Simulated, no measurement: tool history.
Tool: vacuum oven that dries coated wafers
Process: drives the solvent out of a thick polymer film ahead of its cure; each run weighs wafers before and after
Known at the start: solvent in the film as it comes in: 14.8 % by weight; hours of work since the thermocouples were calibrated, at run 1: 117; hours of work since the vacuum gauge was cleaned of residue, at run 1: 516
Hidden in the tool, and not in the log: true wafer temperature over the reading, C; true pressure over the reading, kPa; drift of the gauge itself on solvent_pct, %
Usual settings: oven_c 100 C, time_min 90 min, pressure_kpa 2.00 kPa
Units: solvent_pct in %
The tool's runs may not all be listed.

run,hour,oven_c,time_min,pressure_kpa,hours of work since the thermocouples were calibrated,hours of work since the vacuum gauge was cleaned of residue,solvent_pct
1,0.0,100,90,2.00,117,516,3.23
2,23.2,100,90,2.00,132,531,3.16
3,42.0,100,90,2.00,145,544,3.27
4,61.2,100,90,2.00,158,557,3.21
5,94.0,100,90,2.00,180,579,3.13
6,112.9,100,90,2.00,192,591,3.17
7,145.4,100,90,2.00,214,613,3.17
8,168.2,113,90,2.00,229,628,1.47
9,193.3,100,90,2.00,246,645,3.12
10,216.3,100,90,2.00,262,661,3.18
11,233.3,100,90,2.00,273,672,3.16
12,264.7,100,90,2.00,294,693,3.20
13,285.2,100,90,2.00,308,707,3.14
14,318.5,100,90,2.00,330,729,3.26
15,346.9,100,90,2.00,349,748,3.30
16,360.8,100,90,3.50,358,758,4.52
17,389.3,100,90,3.50,378,777,4.58
18,422.4,100,90,2.00,400,799,3.20
19,444.9,100,90,4.96,415,814,6.06
20,473.1,93,90,4.96,434,833,8.17
21,506.0,93,90,4.96,456,855,8.26
22,519.6,93,90,4.96,465,864,8.25
23,540.4,106,90,2.00,479,878,2.29
24,567.7,106,90,2.00,497,896,2.29
25,583.3,100,90,2.00,508,907,3.36
26,606.5,90,90,1.76,523,922,5.57
27,628.4,95,70,6.35,538,937,9.55
28,651.6,95,70,6.35,553,952,9.54

Run 29 comes next. What will it give?
29,683.4,94,149,2.00,575,974,?

{"run 29": {"solvent_pct": 3.62}}
Without the tool's hidden state the same run would have given solvent_pct 3.04 %.

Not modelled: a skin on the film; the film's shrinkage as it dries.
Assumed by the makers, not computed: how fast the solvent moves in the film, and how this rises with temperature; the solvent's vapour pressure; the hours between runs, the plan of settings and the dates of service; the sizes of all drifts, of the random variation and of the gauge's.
